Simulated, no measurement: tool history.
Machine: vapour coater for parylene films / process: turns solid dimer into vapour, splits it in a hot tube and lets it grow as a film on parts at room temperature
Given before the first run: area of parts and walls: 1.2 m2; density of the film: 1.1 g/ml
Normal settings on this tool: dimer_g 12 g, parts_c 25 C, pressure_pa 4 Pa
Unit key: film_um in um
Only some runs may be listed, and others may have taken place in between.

| run | hour | dimer_g | parts_c | pressure_pa | film_um |
|---|---|---|---|---|---|
| 1 | 0 | 12 | 25 | 4 | 4.45 |
| 2 | 32.3 | 12 | 28 | 4 | 3.82 |
| 3 | 94 | 12 | 28 | 4 | 3.74 |
| 4 | 143.2 | 12 | 28 | 4 | 3.84 |
| 5 | 205.7 | 12 | 25 | 4 | 4.37 |
| 6 | 255 | 12 | 25 | 4 | 4.33 |
| 7 | 300.5 | 12 | 25 | 4 | 4.25 |
| 8 | 357.9 | 6 | 25 | 4 | 2.11 |
| 9 | 395.5 | 12 | 24 | 4 | 4.35 |
| 10 | 436.1 | 12 | 24 | 4 | 4.37 |
| 11 | 503.4 | 12 | 24 | 4 | 4.34 |
|  | 540.3 | trap's valve overhauled |
| 12 | 548 | 17 | 24 | 3.74 | 6.87 |
| 13 | 605.6 | 6 | 25 | 5.71 | 2.12 |
| 14 | 642.2 | 6 | 25 | 5.71 | 2.14 |
| 15 | 670.3 | 14 | 25 | 10.13 | 4.74 |
| 16 | 700 | 7 | 25 | 4 | 2.61 |
| 17 | 735.9 | 13 | 23 | 3.24 | 5.4 |

Some steps in film_um between neighbouring runs. How much of each would the tool show without its hidden state too (settings, what came in, random variation), and how much is left for the hidden state, with any gauge scatter that isn't in both results?
The tool's hidden condition here consists of: vapour lost through the trap's worn valve, %; true temperature of the parts over the reading, C; drift of the gauge itself on film_um, %.
Run 11 -> 12: dimer_g 12 -> 17, pressure_pa 4 -> 3.74, trap's valve overhauled. film_um +2.53 um: hidden state +0.37, all else +2.16.
Run 12 -> 13: dimer_g 17 -> 6, parts_c 24 -> 25, pressure_pa 3.74 -> 5.71. film_um -4.75 um: hidden state +0.08, all else -4.83.
